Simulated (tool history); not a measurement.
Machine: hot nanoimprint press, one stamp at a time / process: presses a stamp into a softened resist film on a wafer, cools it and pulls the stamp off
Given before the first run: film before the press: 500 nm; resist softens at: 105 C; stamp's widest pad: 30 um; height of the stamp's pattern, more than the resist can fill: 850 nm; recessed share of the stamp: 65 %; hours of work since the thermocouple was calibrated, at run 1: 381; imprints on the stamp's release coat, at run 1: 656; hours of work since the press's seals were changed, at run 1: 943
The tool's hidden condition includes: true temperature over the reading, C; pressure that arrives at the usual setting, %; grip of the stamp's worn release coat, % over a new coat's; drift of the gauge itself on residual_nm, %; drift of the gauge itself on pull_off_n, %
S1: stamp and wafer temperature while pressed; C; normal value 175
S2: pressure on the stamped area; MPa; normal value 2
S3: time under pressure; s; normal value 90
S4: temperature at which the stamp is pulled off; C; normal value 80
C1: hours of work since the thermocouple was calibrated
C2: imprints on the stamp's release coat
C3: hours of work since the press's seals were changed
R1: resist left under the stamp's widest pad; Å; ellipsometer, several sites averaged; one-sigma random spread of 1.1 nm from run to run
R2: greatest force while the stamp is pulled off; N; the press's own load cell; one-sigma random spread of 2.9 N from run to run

run,hour,S1,S2,S3,S4,C1,C2,C3,R1,R2
1,0,175,2,90,80,381,656,943,2497,134
2,57.5,175,2,90,80,423,929,985,2512,137
3,140.5,175,1.99,90,80,483,1322,1045,2487,140
# hour 181.2: stamp cleaned and given a new release coat
# hour 232.4: plate thermocouple calibrated
4,245.6,175,2.89,90,80,10,290,1115,2107,130
5,309.7,175,2,90,80,56,594,1161,2494,136
6,377.3,175,2,90,80,105,915,1210,2490,136
7,459.7,175,1.39,90,80,165,1305,1270,2865,134
# hour 503.1: stamp cleaned and given a new release coat
8,543.4,175,2,90,69,221,191,1326,2502,176
9,590.1,175,2,90,80,255,412,1360,2475,138
# hour 632.1: press's hydraulic seals changed and the load cell set to zero
10,697.8,175,2,110,80,327,885,48,2301,132
11,741.4,175,2,110,80,359,1091,79,2329,138
12,788.6,175,2.27,90,80,393,1315,113,2352,134
# hour 831.2: stamp cleaned and given a new release coat
13,835.5,175,2,91,80,423,20,143,2465,132
14,877.9,175,2,90,88,454,221,174,2492,108
15,945.9,175,2,90,88,503,543,223,2489,108
# hour 1004.7: plate thermocouple calibrated
16,1049.1,184,2,90,75,32,1018,296,1825,157
17,1111.2,186,2,67,75,77,1312,341,1928,156
# hour 1151.4: stamp cleaned and given a new release coat
18,1214.3,186,2,67,75,148,298,411,1937,150
19,1280.7,186,2,67,75,196,612,459,1924,158
20,1346.5,171,1.29,143,79,244,925,507,2881,139
21,1415.9,168,1.29,143,79,294,1253,558,3189,142
# hour 1473.1: stamp cleaned and given a new release coat
22,1512.3,168,1.29,143,79,360,186,623,3169,141
23,1613.3,167,2.4,152,74,433,664,696,2546,168
24,1709.7,180,2.05,59,81,503,1121,766,2435,132
# hour 1772.7: plate thermocouple calibrated
25,1782.1,175,1.77,90,74,7,1450,817,2622,156
# hour 1797: stamp cleaned and given a new release coat
26,1851.1,175,1.96,90,82,52,256,862,2516,126
27,1951.4,163,2.45,51,88,125,732,935,3921,103
28,2013.5,165,2.01,102,88,170,1026,980,3336,104
29,2071.5,175,2.68,90,80,212,1300,1022,2182,134

3 ways to go on from here, each from the tool as it stands after run 29. What would each give?
# hour 2117.9: stamp cleaned and given a new release coat
A,2154.2,175,1.79,90,70,268,172,1078,?,?
# hour 2117.9: stamp cleaned and given a new release coat
B,2154.2,163,2,95,87,268,172,1078,?,?
# hour 2117.9: stamp cleaned and given a new release coat
C,2154.2,166,2,90,80,268,172,1078,?,?

run,R1,R2
A,2605,176
B,3608,100
C,3345,131
With the hidden condition removed and each run's random variation left untouched, the same runs would have given:
run,R1,R2
A,2602,175
B,3604,100
C,3342,131

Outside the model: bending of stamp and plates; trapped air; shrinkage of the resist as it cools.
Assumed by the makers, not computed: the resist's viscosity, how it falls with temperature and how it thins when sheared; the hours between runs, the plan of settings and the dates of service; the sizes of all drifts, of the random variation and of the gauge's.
